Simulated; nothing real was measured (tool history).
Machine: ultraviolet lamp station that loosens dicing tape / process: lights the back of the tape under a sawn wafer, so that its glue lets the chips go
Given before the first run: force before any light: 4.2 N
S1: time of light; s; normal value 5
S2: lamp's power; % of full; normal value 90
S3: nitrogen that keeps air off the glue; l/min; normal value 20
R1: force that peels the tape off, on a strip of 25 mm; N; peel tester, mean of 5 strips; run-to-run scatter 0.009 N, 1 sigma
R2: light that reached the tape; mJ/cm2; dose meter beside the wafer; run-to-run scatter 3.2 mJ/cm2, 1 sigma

Run 1, day 0: usual settings. Result: R1 0.535 N, R2 420 mJ/cm2.
Run 2, day 1.138: usual settings. Result: R1 0.551 N, R2 417 mJ/cm2.
Run 3, day 3.058: usual settings. Result: R1 0.554 N, R2 410 mJ/cm2.
Run 4, day 5.046: usual settings. Result: R1 0.56 N, R2 404 mJ/cm2.
Run 5, day 6.958: usual settings but S3 32 l/min. Result: R1 0.501 N, R2 395 mJ/cm2.
At day 7.108: window cleaned of glue's vapour.
Run 6, day 8.312: usual settings but S3 32 l/min. Result: R1 0.492 N, R2 386 mJ/cm2.
Run 7, day 10.071: usual settings. Result: R1 0.615 N, R2 388 mJ/cm2.
Run 8, day 11.117: usual settings. Result: R1 0.644 N, R2 378 mJ/cm2.
Run 9, day 13.038: usual settings but S1 10 s, S2 92 % of full, S3 38 l/min. Result: R1 0.134 N, R2 778 mJ/cm2.
Run 10, day 14.354: usual settings but S1 6 s, S2 74 % of full, S3 38 l/min. Result: R1 0.523 N, R2 368 mJ/cm2.
Run 11, day 16.329: usual settings but S1 6 s, S2 74 % of full, S3 38 l/min. Result: R1 0.552 N, R2 362 mJ/cm2.
At day 16.529: window cleaned of glue's vapour, once more.
Run 12, day 18.104: usual settings but S1 6 s, S2 74 % of full, S3 38 l/min. Result: R1 0.468 N, R2 398 mJ/cm2.
Run 13, day 19.996: usual settings but S1 8 s, S2 74 % of full, S3 29 l/min. Result: R1 0.297 N, R2 522 mJ/cm2.
Run 14, day 21.55: usual settings but S1 3 s, S2 74 % of full, S3 10 l/min. Result: R1 1.832 N, R2 194 mJ/cm2.
Run 15, day 22.95: usual settings but S1 3 s, S2 74 % of full, S3 10 l/min. Result: R1 1.85 N, R2 190 mJ/cm2.

Below are 3 alternative next runs, each starting from the tool's condition after run 15. Predict each:
Run A, day 25.454: usual settings but S1 9 s, S2 87 % of full, S3 30 l/min. Result: R1 ?, R2 ?.
Run B, day 25.454: usual settings but S2 69 % of full, S3 13 l/min. Result: R1 ?, R2 ?.
Run C, day 25.454: usual settings but S3 40 l/min. Result: R1 ?, R2 ?.

run     R1   R2
  A  0.181  664
  B   1.04  298
  C  0.498  385
Stripped of hidden state, with their random variation kept, the same runs would have yielded:
run     R1   R2
  A  0.119  858
  B  0.712  384
  C  0.296  497
